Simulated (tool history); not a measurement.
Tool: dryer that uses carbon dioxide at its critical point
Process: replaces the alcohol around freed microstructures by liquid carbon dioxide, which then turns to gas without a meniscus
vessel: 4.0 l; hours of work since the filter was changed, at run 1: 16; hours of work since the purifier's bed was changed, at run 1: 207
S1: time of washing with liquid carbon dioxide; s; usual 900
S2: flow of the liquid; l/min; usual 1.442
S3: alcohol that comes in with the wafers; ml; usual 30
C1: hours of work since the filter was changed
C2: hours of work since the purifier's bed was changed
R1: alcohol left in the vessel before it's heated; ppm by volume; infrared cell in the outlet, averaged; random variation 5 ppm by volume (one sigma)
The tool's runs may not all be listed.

Run 1, hour 0: usual settings; C1 16; C2 207. Result: R1 108 ppm by volume.
Run 2, hour 18.8: usual settings; C1 28; C2 219. Result: R1 98 ppm by volume.
Run 3, hour 29.9: usual settings; C1 35; C2 226. Result: R1 110 ppm by volume.
Run 4, hour 40: usual settings; C1 41; C2 233. Result: R1 107 ppm by volume.
Run 5, hour 53.6: usual settings; C1 50; C2 241. Result: R1 118 ppm by volume.
Run 6, hour 68.1: usual settings; C1 59; C2 251. Result: R1 105 ppm by volume.
Run 7, hour 78: usual settings but S2 1.48 l/min; C1 66; C2 257. Result: R1 107 ppm by volume.
Run 8, hour 96.6: usual settings but S2 1.25 l/min; C1 78; C2 269. Result: R1 174 ppm by volume.
Run 9, hour 112.1: usual settings but S1 600 s, S2 1.25 l/min; C1 88; C2 279. Result: R1 469 ppm by volume.
Run 10, hour 120.9: usual settings; C1 93; C2 285. Result: R1 119 ppm by volume.
Run 11, hour 136.5: usual settings; C1 103; C2 295. Result: R1 128 ppm by volume.
Run 12, hour 144.9: usual settings; C1 109; C2 300. Result: R1 127 ppm by volume.
Run 13, hour 154.8: usual settings; C1 115; C2 306. Result: R1 125 ppm by volume.
Run 14, hour 164.6: usual settings; C1 121; C2 313. Result: R1 126 ppm by volume.
Run 15, hour 174.1: usual settings but S1 660 s; C1 127; C2 319. Result: R1 259 ppm by volume.
Run 16, hour 192: usual settings but S1 660 s; C1 139; C2 330. Result: R1 260 ppm by volume.
Run 17, hour 205.1: usual settings but S1 960 s, S2 1.9 l/min, S3 81 ml; C1 147; C2 339. Result: R1 107 ppm by volume.
Run 18, hour 215: usual settings but S1 960 s, S2 1.9 l/min, S3 81 ml; C1 154; C2 345. Result: R1 107 ppm by volume.
Run 19, hour 226.2: usual settings but S1 1200 s, S2 1.78 l/min; C1 161; C2 352. Result: R1 88 ppm by volume.
Run 20, hour 234.1: usual settings but S1 1200 s, S2 1.78 l/min; C1 166; C2 357. Result: R1 93 ppm by volume.
Run 21, hour 247.6: usual settings but S1 960 s, S2 2.25 l/min, S3 109 ml; C1 175; C2 366. Result: R1 98 ppm by volume.

Forecast run 22:
Run 22, hour 259.1: usual settings but S1 1260 s, S2 1.1 l/min, S3 21 ml; C1 182; C2 373. Result: R1 ?.

{"run 22": {"R1": 123}}
Without the tool's hidden state the same run would have given R1 28 ppm by volume.

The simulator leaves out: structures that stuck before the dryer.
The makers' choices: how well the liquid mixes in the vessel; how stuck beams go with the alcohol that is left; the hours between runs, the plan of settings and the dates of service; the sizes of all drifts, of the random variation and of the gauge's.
